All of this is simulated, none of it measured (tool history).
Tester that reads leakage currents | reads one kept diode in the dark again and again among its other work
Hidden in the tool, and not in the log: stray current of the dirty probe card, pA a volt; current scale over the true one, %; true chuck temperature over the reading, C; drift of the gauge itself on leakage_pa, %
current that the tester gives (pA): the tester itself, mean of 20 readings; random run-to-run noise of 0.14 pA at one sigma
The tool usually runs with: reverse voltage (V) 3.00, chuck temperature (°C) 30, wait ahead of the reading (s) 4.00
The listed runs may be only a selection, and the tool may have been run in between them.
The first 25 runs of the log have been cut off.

| run | hour | reverse voltage (V) | chuck temperature (°C) | wait ahead of the reading (s) | hours of work since the probe card was cleaned | hours of work since the tester was calibrated | hours of work since the chuck was calibrated | current that the tester gives (pA) |
|---|---|---|---|---|---|---|---|---|
| 26 | 762.1 | 1.14 | 60 | 0.50 | 184 | 1213 | 71 | 426.57 |
| 27 | 800.7 | 1.14 | 60 | 0.50 | 210 | 1239 | 97 | 427.75 |
| 28 | 838.5 | 9.88 | 26 | 2.63 | 236 | 1265 | 123 | 47.33 |
| 29 | 860.8 | 9.88 | 26 | 2.63 | 251 | 1280 | 138 | 47.43 |
| 30 | 883.4 | 1.21 | 25 | 0.51 | 266 | 1295 | 153 | 21.74 |
| 31 | 909.7 | 1.21 | 25 | 0.51 | 284 | 1313 | 171 | 21.86 |
| 32 | 931.6 | 3.21 | 25 | 0.51 | 298 | 1327 | 185 | 30.53 |
| 33 | 957.4 | 4.74 | 25 | 2.35 | 316 | 1345 | 203 | 34.38 |
| 34 | 975.5 | 8.41 | 34 | 0.42 | 328 | 1357 | 215 | 98.97 |
| 35 | 996.1 | 11.87 | 30 | 1.98 | 342 | 1371 | 229 | 75.85 |
| 36 | 1020.2 | 11.87 | 30 | 1.98 | 358 | 1387 | 245 | 76.36 |
| 37 | 1056.3 | 3.00 | 40 | 4.00 | 383 | 1412 | 269 | 118.27 |
| 38 | 1076.2 | 1.57 | 55 | 1.22 | 396 | 1425 | 283 | 335.44 |
| 39 | 1109.9 | 1.57 | 23 | 2.10 | 419 | 1448 | 306 | 20.23 |

Each row is a separate what-if for the run after 39, all from the same tool condition, not one after another. Results?
| A | 1147.6 | 13.50 | 25 | 4.00 | 444 | 1473 | 331 | ? |
| B | 1147.6 | 2.05 | 25 | 0.38 | 444 | 1473 | 331 | ? |
| C | 1147.6 | 11.92 | 27 | 0.41 | 444 | 1473 | 331 | ? |
| D | 1147.6 | 3.00 | 58 | 4.00 | 444 | 1473 | 331 | ? |
| E | 1147.6 | 8.60 | 30 | 2.80 | 444 | 1473 | 331 | ? |

| run | current that the tester gives (pA) |
|---|---|
| A | 51.27 |
| B | 27.67 |
| C | 63.18 |
| D | 531.09 |
| E | 69.88 |
Without the tool's unlogged condition, the same runs would have read:
| run | current that the tester gives (pA) |
|---|---|
| A | 45.15 |
| B | 24.88 |
| C | 56.54 |
| D | 489.35 |
| E | 62.61 |

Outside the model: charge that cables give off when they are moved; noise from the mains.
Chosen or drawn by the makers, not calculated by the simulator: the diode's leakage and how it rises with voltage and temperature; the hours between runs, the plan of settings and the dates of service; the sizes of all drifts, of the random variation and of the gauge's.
